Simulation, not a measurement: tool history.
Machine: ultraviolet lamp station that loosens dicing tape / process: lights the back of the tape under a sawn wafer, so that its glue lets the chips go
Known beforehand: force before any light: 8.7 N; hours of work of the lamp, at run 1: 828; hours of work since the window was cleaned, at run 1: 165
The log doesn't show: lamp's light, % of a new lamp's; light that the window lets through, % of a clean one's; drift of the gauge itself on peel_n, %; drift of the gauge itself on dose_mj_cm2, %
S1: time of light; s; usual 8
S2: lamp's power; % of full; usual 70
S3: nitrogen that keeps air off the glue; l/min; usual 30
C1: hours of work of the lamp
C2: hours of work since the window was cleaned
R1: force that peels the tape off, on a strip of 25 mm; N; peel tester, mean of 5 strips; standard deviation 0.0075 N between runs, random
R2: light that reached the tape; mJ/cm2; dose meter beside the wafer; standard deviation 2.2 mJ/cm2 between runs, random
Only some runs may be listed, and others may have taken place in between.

run	hour	S1	S2	S3	C1	C2	R1	R2
1	0.0	8	70	30	828	165	0.510	160
2	29.3	13	70	30	848	185	0.175	255
3	72.9	13	70	30	878	215	0.192	243
4	108.1	8	70	30	902	239	0.594	149
# hour 134.4: window cleaned of glue's vapour
5	135.2	8	70	30	920	1	0.658	144
6	164.1	8	70	30	940	20	0.683	135
7	216.4	8	70	26	976	56	0.771	134
8	245.9	5	70	30	996	76	1.836	83
# hour 290.7: window cleaned of glue's vapour, once more
9	298.5	8	70	19	1031	5	0.519	177
10	331.1	8	70	19	1054	28	0.522	172
11	361.6	8	70	19	1075	48	0.563	168
12	409.3	8	70	19	1107	81	0.624	163
13	464.3	8	70	34	1145	119	0.483	159
14	501.7	8	70	30	1170	144	0.513	151
15	554.1	8	70	30	1206	180	0.563	155
16	591.4	8	70	30	1232	205	0.597	148
17	642.7	8	70	30	1267	241	0.638	144
# hour 666.5: window cleaned of glue's vapour
18	693.1	8	70	30	1301	18	0.492	161
19	718.2	8	70	30	1318	35	0.487	161
20	751.6	8	88	30	1341	58	0.293	195
21	780.5	9	82	56	1360	78	0.224	204

Estimate the outcome of run 22 from the log above:
22	817.3	9	88	27	1386	103	?	?

R1: 0.275 N
R2: 221 mJ/cm2
With no hidden state in the tool, this same run would have given R1 0.167 N, R2 297 mJ/cm2.
